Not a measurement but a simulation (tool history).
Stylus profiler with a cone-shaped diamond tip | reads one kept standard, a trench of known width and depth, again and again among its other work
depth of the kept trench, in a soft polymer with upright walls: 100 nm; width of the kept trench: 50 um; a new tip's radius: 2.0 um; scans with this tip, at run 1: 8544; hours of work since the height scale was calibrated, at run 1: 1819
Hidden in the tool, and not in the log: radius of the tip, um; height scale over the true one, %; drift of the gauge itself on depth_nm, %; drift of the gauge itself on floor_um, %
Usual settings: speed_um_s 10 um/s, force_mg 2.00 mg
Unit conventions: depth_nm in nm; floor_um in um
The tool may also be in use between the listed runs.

run	hour	speed_um_s	force_mg	scans with this tip	hours of work since the height scale was calibrated	depth_nm	floor_um
1	0.0	10	2.00	8544	1819	101.52	48.67
2	82.1	5	2.00	8717	1856	101.25	48.68
3	163.2	10	1.34	8889	1893	101.10	48.68
4	223.4	9	1.34	9016	1920	101.02	48.70
5	332.0	9	1.34	9245	1969	101.08	48.72
6	386.8	3	2.00	9361	1993	101.37	48.72
7	506.5	10	2.00	9614	2047	101.33	48.71
# hour 519.9: height scale calibrated on a step standard
8	570.8	10	2.00	9749	23	101.32	48.69
9	673.8	10	2.00	9966	69	101.33	48.74
10	726.6	10	2.00	10078	93	101.35	48.70
11	781.8	10	2.00	10194	118	101.36	48.77
12	855.6	10	1.58	10350	151	101.18	48.68
13	904.5	10	3.13	10453	173	101.93	48.71
14	967.7	10	3.13	10587	201	101.92	48.73
15	1041.1	2	3.13	10742	234	101.85	48.77
16	1114.9	2	3.13	10898	268	101.82	48.75
17	1174.7	2	3.13	11024	294	101.82	48.75
18	1242.9	24	3.18	11168	325	101.85	48.69
19	1307.4	2	5.76	11305	354	102.75	48.73
20	1390.2	7	1.15	11479	391	100.83	48.69
21	1499.7	6	2.69	11711	441	101.66	48.70
22	1577.5	4	1.96	11875	476	101.22	48.63
23	1648.3	4	1.96	12025	508	101.49	48.70
24	1747.7	7	4.24	12235	552	102.21	48.72
25	1800.9	34	2.61	12347	576	101.66	48.61
26	1906.9	34	2.61	12571	624	101.60	48.64
27	1962.3	3	2.00	12688	649	101.32	48.75
28	2073.9	23	1.14	12924	699	101.00	48.61
29	2161.8	2	2.85	13109	738	101.76	48.71
30	2222.2	20	3.11	13237	766	101.87	48.67
31	2271.2	7	2.95	13340	788	101.81	48.70
32	2388.4	7	2.95	13588	840	101.67	48.67
33	2491.9	9	2.21	13807	887	101.46	48.77
34	2573.4	9	2.21	13979	924	101.44	48.71

5 ways to go on from here, each from the tool as it stands after run 34. What would each give?
A	2643.5	4	3.44	14127	955	?	?
B	2643.5	3	0.86	14127	955	?	?
C	2643.5	20	0.81	14127	955	?	?
D	2643.5	13	2.00	14127	955	?	?
E	2643.5	10	1.18	14127	955	?	?

run	depth_nm	floor_um
A	102.08	48.78
B	100.71	48.72
C	100.83	48.63
D	101.36	48.67
E	101.00	48.69
Had the tool no hidden state, the same runs would have come out as:
run	depth_nm	floor_um
A	102.08	48.78
B	100.71	48.73
C	100.84	48.64
D	101.36	48.67
E	101.01	48.70
